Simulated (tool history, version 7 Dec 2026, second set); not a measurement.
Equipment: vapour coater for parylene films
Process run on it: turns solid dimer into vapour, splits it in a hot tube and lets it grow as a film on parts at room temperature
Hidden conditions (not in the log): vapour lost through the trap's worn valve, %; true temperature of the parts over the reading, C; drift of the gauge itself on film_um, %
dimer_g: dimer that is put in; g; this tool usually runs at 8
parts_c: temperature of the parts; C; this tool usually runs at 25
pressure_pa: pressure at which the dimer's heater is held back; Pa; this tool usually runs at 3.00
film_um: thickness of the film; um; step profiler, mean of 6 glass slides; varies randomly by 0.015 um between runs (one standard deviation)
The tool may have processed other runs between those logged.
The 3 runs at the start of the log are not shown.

| run | hour | dimer_g | parts_c | pressure_pa | hours of work since the trap's valve was overhauled | hours of work since the table's thermometer was calibrated | film_um |
|---|---|---|---|---|---|---|---|
| 4 | 135.7 | 13 | 25 | 3.00 | 283 | 740 | 3.61 |
| 5 | 183.2 | 13 | 25 | 3.00 | 302 | 760 | 3.55 |
| 6 | 227.1 | 13 | 25 | 3.00 | 321 | 778 | 3.56 |
| 7 | 268.9 | 13 | 25 | 3.00 | 338 | 795 | 3.55 |
| 8 | 290.9 | 6 | 25 | 3.00 | 347 | 804 | 1.64 |
| 9 | 328.6 | 8 | 33 | 3.00 | 362 | 820 | 1.59 |
| 10 | 362.6 | 8 | 33 | 3.00 | 376 | 834 | 1.61 |
| 11 | 384.2 | 8 | 23 | 3.00 | 385 | 843 | 2.34 |
| 12 | 411.7 | 8 | 23 | 3.00 | 397 | 854 | 2.34 |
| 13 | 445.4 | 8 | 23 | 3.00 | 411 | 868 | 2.34 |
| 14 | 473.1 | 8 | 30 | 3.00 | 422 | 879 | 1.77 |
| 15 | 518.7 | 8 | 30 | 3.00 | 441 | 898 | 1.76 |
| 16 | 550.4 | 8 | 30 | 3.00 | 454 | 911 | 1.78 |
| 17 | 576.5 | 7 | 32 | 3.57 | 465 | 922 | 1.43 |

Forecast run 18:
| 18 | 616.5 | 7 | 32 | 3.57 | 481 | 939 | ? |

For run 18 the tool returned film_um 1.44 um.
Minus the tool's unlogged condition, the same run would have read film_um 1.49 um.

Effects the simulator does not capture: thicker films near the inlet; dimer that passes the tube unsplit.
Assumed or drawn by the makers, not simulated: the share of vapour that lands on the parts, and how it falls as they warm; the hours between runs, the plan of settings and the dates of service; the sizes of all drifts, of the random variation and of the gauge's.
